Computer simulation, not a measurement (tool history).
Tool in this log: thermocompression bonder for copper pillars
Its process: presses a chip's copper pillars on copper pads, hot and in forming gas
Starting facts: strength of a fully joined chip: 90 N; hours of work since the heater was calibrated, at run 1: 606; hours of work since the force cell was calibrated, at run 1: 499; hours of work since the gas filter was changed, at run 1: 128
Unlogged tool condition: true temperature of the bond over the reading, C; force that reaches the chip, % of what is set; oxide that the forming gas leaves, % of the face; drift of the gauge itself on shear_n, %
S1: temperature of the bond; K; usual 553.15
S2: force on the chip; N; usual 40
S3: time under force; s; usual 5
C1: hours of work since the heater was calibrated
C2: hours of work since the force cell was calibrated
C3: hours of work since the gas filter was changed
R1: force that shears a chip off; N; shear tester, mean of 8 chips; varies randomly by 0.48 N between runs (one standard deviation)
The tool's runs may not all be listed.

| run | hour | S1 | S2 | S3 | C1 | C2 | C3 | R1 |
|---|---|---|---|---|---|---|---|---|
| 1 | 0 | 553.15 | 40 | 5 | 606 | 499 | 128 | 32.3 |
| 2 | 22.9 | 553.15 | 58 | 5 | 616 | 509 | 138 | 44.3 |
| 3 | 57 | 553.15 | 52 | 5 | 630 | 523 | 152 | 39.5 |
| 4 | 90.2 | 553.15 | 40 | 5 | 645 | 537 | 166 | 31.8 |
| 5 | 122.9 | 553.15 | 40 | 5 | 658 | 551 | 180 | 32 |
| 6 | 150.9 | 553.15 | 40 | 5 | 670 | 563 | 192 | 31.6 |
|  | 159.5 | forming gas filter changed |
| 7 | 166.4 | 553.15 | 40 | 5 | 676 | 569 | 3 | 30.9 |
| 8 | 195.6 | 553.15 | 40 | 5 | 689 | 582 | 15 | 32.2 |
| 9 | 217 | 553.15 | 40 | 5 | 698 | 591 | 24 | 31.8 |
| 10 | 243.3 | 553.15 | 40 | 5 | 709 | 602 | 35 | 31.5 |
| 11 | 266.9 | 553.15 | 40 | 5 | 719 | 612 | 45 | 32.4 |
| 12 | 292.2 | 553.15 | 40 | 5 | 730 | 623 | 56 | 32.1 |
| 13 | 324.6 | 553.15 | 40 | 5 | 743 | 636 | 70 | 31.5 |
| 14 | 346.6 | 553.15 | 40 | 5 | 753 | 646 | 79 | 31.3 |
| 15 | 378.5 | 553.15 | 60 | 5 | 766 | 659 | 93 | 45.9 |
|  | 388.9 | heater calibrated with a thermocouple chip |
| 16 | 413.2 | 553.15 | 60 | 5 | 10 | 673 | 106 | 46.7 |
| 17 | 437.1 | 553.15 | 60 | 5 | 20 | 683 | 117 | 46 |
| 18 | 455.8 | 553.15 | 60 | 5 | 28 | 691 | 124 | 47.4 |
| 19 | 487.5 | 553.15 | 32 | 5 | 42 | 704 | 138 | 25.3 |
| 20 | 523.5 | 553.15 | 40 | 5 | 57 | 720 | 153 | 32.4 |
| 21 | 550.3 | 553.15 | 40 | 5 | 68 | 731 | 164 | 31.9 |
| 22 | 575.2 | 553.15 | 40 | 5 | 79 | 741 | 175 | 32.5 |
| 23 | 600.7 | 553.15 | 40 | 3 | 90 | 752 | 186 | 25.1 |
|  | 622.2 | forming gas filter changed |
| 24 | 632.9 | 535.15 | 31 | 15 | 103 | 766 | 5 | 32.1 |
| 25 | 665.9 | 535.15 | 31 | 15 | 117 | 780 | 18 | 31.6 |
| 26 | 697 | 553.15 | 40 | 5 | 130 | 793 | 32 | 32.4 |
| 27 | 718.6 | 553.15 | 31 | 6 | 139 | 802 | 41 | 26.9 |
| 28 | 753.4 | 538.15 | 31 | 10 | 154 | 817 | 55 | 28 |
| 29 | 781 | 538.15 | 31 | 10 | 166 | 828 | 67 | 28.7 |
| 30 | 805.3 | 560.15 | 24 | 13 | 176 | 838 | 77 | 31.1 |
| 31 | 840.8 | 560.15 | 26 | 6 | 191 | 853 | 92 | 23.8 |
| 32 | 874.2 | 545.15 | 49 | 15 | 205 | 868 | 107 | 53.3 |
| 33 | 896 | 534.15 | 40 | 3 | 214 | 877 | 116 | 21 |
| 34 | 924 | 534.15 | 40 | 3 | 226 | 889 | 128 | 21.2 |
| 35 | 941 | 534.15 | 39 | 5 | 233 | 896 | 135 | 25.3 |
| 36 | 967 | 534.15 | 39 | 5 | 244 | 907 | 146 | 25.2 |
| 37 | 992 | 553.15 | 51 | 5 | 255 | 917 | 156 | 39.4 |
| 38 | 1020.2 | 533.15 | 42 | 8 | 267 | 929 | 168 | 32.8 |
| 39 | 1052.8 | 536.15 | 25 | 8 | 280 | 943 | 182 | 19.2 |

How the hidden state differs across the entries between the runs, from the last listed run before each to the first after it:
Run 6 -> run 7: forming gas filter changed (hour 159.5)
  oxide that the forming gas leaves, % of the face: 0.69 -> 0.51
Run 15 -> run 16: heater calibrated with a thermocouple chip (hour 388.9)
  true temperature of the bond over the reading, C: -0.6 -> 0; oxide that the forming gas leaves, % of the face: 0.6 -> 0.61
Run 23 -> run 24: forming gas filter changed (hour 622.2)
  oxide that the forming gas leaves, % of the face: 0.69 -> 0.51
